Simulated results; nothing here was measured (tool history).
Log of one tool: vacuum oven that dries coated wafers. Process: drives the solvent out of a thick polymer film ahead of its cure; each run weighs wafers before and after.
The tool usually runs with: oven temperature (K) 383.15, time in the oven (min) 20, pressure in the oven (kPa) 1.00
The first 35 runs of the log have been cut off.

run,hour,oven temperature (K),time in the oven (min),pressure in the oven (kPa),hours of work since the thermocouples were calibrated,hours of work since the vacuum gauge was cleaned of residue,solvent left in the film (%)
36,560.7,387.15,20,1.00,190,793,2.26
37,572.0,387.15,20,1.00,196,799,2.36
38,592.9,387.15,20,1.00,208,810,2.30
39,603.4,387.15,25,2.42,213,816,2.28
40,621.0,397.15,27,1.88,223,826,0.99
41,634.8,397.15,27,1.88,230,833,1.00
42,658.5,396.15,20,1.80,243,846,1.54
43,677.6,395.15,20,0.65,254,856,1.25
44,688.2,383.15,19,1.30,259,862,3.17
45,710.9,383.15,19,1.30,272,874,3.16
46,725.0,388.15,16,0.56,279,882,2.72
47,736.4,383.15,10,1.87,286,888,5.50

Each row is a separate what-if for the run after 47, all from the same tool condition, not one after another. Results?
A,747.3,383.15,11,0.89,292,894,?
B,747.3,384.15,13,1.58,292,894,?
C,747.3,394.15,10,0.74,292,894,?

run,solvent left in the film (%)
A,4.95
B,4.39
C,3.55
Without the tool's unlogged condition, the same runs would have read:
run,solvent left in the film (%)
A,4.95
B,4.38
C,3.55
